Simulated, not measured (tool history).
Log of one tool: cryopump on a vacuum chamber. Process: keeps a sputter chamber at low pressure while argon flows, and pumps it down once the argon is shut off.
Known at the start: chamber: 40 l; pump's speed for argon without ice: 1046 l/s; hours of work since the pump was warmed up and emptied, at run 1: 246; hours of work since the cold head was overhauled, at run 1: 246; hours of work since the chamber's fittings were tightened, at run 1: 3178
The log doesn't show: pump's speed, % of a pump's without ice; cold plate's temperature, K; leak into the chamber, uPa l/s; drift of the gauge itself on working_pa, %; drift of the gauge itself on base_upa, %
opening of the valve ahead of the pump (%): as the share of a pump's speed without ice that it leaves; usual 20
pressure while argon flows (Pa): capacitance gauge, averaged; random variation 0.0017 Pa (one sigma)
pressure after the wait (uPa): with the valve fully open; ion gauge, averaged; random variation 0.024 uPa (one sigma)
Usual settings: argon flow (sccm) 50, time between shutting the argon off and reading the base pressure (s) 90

run	hour	argon flow (sccm)	time between shutting the argon off and reading the base pressure (s)	opening of the valve ahead of the pump (%)	hours of work since the pump was warmed up and emptied	hours of work since the cold head was overhauled	hours of work since the chamber's fittings were tightened	pressure while argon flows (Pa)	pressure after the wait (uPa)
1	0.0	50	90	20	246	246	3178	0.4087	1.90
2	12.1	50	90	20	251	251	3183	0.4123	1.89
3	20.3	50	90	20	255	255	3186	0.4110	1.96
4	38.0	50	90	20	262	262	3194	0.4106	1.92
5	46.8	50	90	20	266	266	3198	0.4106	1.93
6	61.2	50	90	20	272	272	3204	0.4112	1.99
7	77.1	50	90	20	279	279	3210	0.4111	1.95
8	89.5	50	90	20	284	284	3216	0.4111	2.01
9	97.0	50	90	20	288	288	3219	0.4114	1.93
10	111.0	50	90	24	294	294	3225	0.3463	1.96
11	128.4	50	90	24	301	301	3232	0.3437	1.96
12	146.1	50	90	24	308	308	3240	0.3449	1.94
13	154.5	50	156	20	312	312	3243	0.4107	1.72
14	163.5	50	61	20	316	316	3247	0.4112	2.27
15	180.8	50	61	20	323	323	3255	0.4119	2.27
16	194.1	50	61	20	329	329	3260	0.4116	2.29
17	204.6	50	61	20	333	333	3265	0.4122	2.28
18	216.5	50	44	20	338	338	3270	0.4117	2.53
19	232.6	50	44	20	345	345	3277	0.4130	2.54
20	245.3	74	208	36	351	351	3282	0.3438	1.68
21	253.3	74	208	36	354	354	3285	0.3461	1.70
22	261.1	74	208	36	357	357	3289	0.3427	1.69
23	275.4	74	208	36	364	364	3295	0.3463	1.62
24	290.8	76	90	30	370	370	3301	0.4248	2.02
25	303.7	76	90	30	376	376	3307	0.4200	2.06
26	311.8	87	213	46	379	379	3310	0.3219	1.69
27	319.2	87	213	46	382	382	3313	0.3182	1.69
28	334.2	57	211	24	389	389	3320	0.3936	1.74
29	349.0	22	244	30	395	395	3326	0.1229	1.63
30	366.7	36	244	24	402	402	3334	0.2481	1.71
31	377.6	36	244	24	407	407	3338	0.2500	1.60
32	391.3	68	244	17	413	413	3344	0.6546	1.70
33	403.5	68	47	59	418	418	3349	0.1983	2.56
34	414.1	70	90	51	423	423	3354	0.2355	2.05

The same runs without the tool's hidden state, with the same run-to-run variation:
run	pressure while argon flows (Pa)	pressure after the wait (uPa)
1	0.4025	0.85
2	0.4060	0.87
3	0.4047	0.89
4	0.4041	0.85
5	0.4040	0.87
6	0.4045	0.90
7	0.4042	0.86
8	0.4042	0.90
9	0.4044	0.86
10	0.3391	0.89
11	0.3363	0.86
12	0.3374	0.87
13	0.4031	0.63
14	0.4035	1.15
15	0.4041	1.15
16	0.4037	1.17
17	0.4042	1.15
18	0.4036	1.43
19	0.4047	1.45
20	0.3314	0.54
21	0.3335	0.59
22	0.3301	0.55
23	0.3334	0.51
24	0.4113	0.86
25	0.4065	0.91
26	0.3062	0.54
27	0.3025	0.55
28	0.3831	0.55
29	0.1188	0.48
30	0.2412	0.52
31	0.2431	0.48
32	0.6414	0.53
33	0.1849	1.38
34	0.2215	0.86

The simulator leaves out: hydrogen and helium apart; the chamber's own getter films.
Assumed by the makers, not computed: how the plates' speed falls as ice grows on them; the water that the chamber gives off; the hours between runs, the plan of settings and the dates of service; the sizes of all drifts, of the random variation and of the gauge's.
